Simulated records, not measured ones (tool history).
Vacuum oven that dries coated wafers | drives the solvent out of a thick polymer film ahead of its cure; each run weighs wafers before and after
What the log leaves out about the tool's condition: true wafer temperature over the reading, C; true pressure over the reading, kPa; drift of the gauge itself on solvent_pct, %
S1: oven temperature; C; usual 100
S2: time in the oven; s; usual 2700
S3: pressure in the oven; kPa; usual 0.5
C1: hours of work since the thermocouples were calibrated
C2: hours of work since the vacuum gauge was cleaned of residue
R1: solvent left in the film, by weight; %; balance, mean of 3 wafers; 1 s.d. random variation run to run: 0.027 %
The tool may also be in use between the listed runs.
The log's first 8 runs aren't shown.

run 9 hour=161.5 | S1=100 S2=2700 S3=0.5 | C1=1290 C2=885 | R1=1.54
run 10 hour=185.9 | S1=100 S2=2700 S3=0.5 | C1=1306 C2=902 | R1=1.53
run 11 hour=202.7 | S1=100 S2=2700 S3=0.5 | C1=1318 C2=913 | R1=1.5
run 12 hour=216.4 | S1=100 S2=2700 S3=0.258 | C1=1327 C2=922 | R1=1.41
run 13 hour=238.5 | S1=106 S2=2700 S3=0.5 | C1=1342 C2=937 | R1=0.72
run 14 hour=259.8 | S1=100 S2=3000 S3=0.5 | C1=1356 C2=951 | R1=1.2
run 15 hour=286.2 | S1=100 S2=3000 S3=0.5 | C1=1374 C2=969 | R1=1.22
run 16 hour=312.3 | S1=100 S2=3000 S3=0.5 | C1=1391 C2=987 | R1=1.23
run 17 hour=334.7 | S1=100 S2=3000 S3=0.5 | C1=1406 C2=1002 | R1=1.22
run 18 hour=357.3 | S1=100 S2=2700 S3=0.5 | C1=1421 C2=1017 | R1=1.52
run 19 hour=380.8 | S1=100 S2=2700 S3=0.5 | C1=1437 C2=1033 | R1=1.53
run 20 hour=395.1 | S1=100 S2=2700 S3=0.5 | C1=1447 C2=1042 | R1=1.54
run 21 hour=423 | S1=90 S2=1620 S3=0.5 | C1=1465 C2=1061 | R1=7.37
run 22 hour=439 | S1=90 S2=1620 S3=0.5 | C1=1476 C2=1072 | R1=7.24
run 23 hour=466.3 | S1=90 S2=1620 S3=0.5 | C1=1494 C2=1090 | R1=7.39
run 24 hour=487.8 | S1=99 S2=3960 S3=0.5 | C1=1509 C2=1104 | R1=0.78
run 25 hour=515.9 | S1=97 S2=3000 S3=0.5 | C1=1528 C2=1123 | R1=1.74
run 26 hour=532 | S1=99 S2=2760 S3=1.285 | C1=1538 C2=1134 | R1=1.93
-- hour=542.8 oven's thermocouples calibrated
run 27 hour=561.8 | S1=91 S2=1920 S3=0.329 | C1=13 C2=1153 | R1=5.97
run 28 hour=578.2 | S1=91 S2=1920 S3=0.329 | C1=24 C2=1164 | R1=6.04
run 29 hour=594.2 | S1=91 S2=1320 S3=0.607 | C1=35 C2=1174 | R1=8.64
run 30 hour=615.6 | S1=103 S2=4140 S3=1.146 | C1=49 C2=1189 | R1=0.74
run 31 hour=644.7 | S1=103 S2=4140 S3=1.146 | C1=68 C2=1208 | R1=0.72
run 32 hour=672.9 | S1=103 S2=4140 S3=1.146 | C1=87 C2=1227 | R1=0.68
run 33 hour=699.4 | S1=103 S2=4140 S3=1.146 | C1=105 C2=1245 | R1=0.73

Run 34 has not been measured yet. What should we expect?
run 34 hour=720.3 | S1=85 S2=2040 S3=1.031 | C1=119 C2=1259 | R1=?

For run 34 the tool returned R1 8.32 %.
Were there no unlogged condition in the tool, this run, its random variation unchanged, would have produced R1 8.31 %.
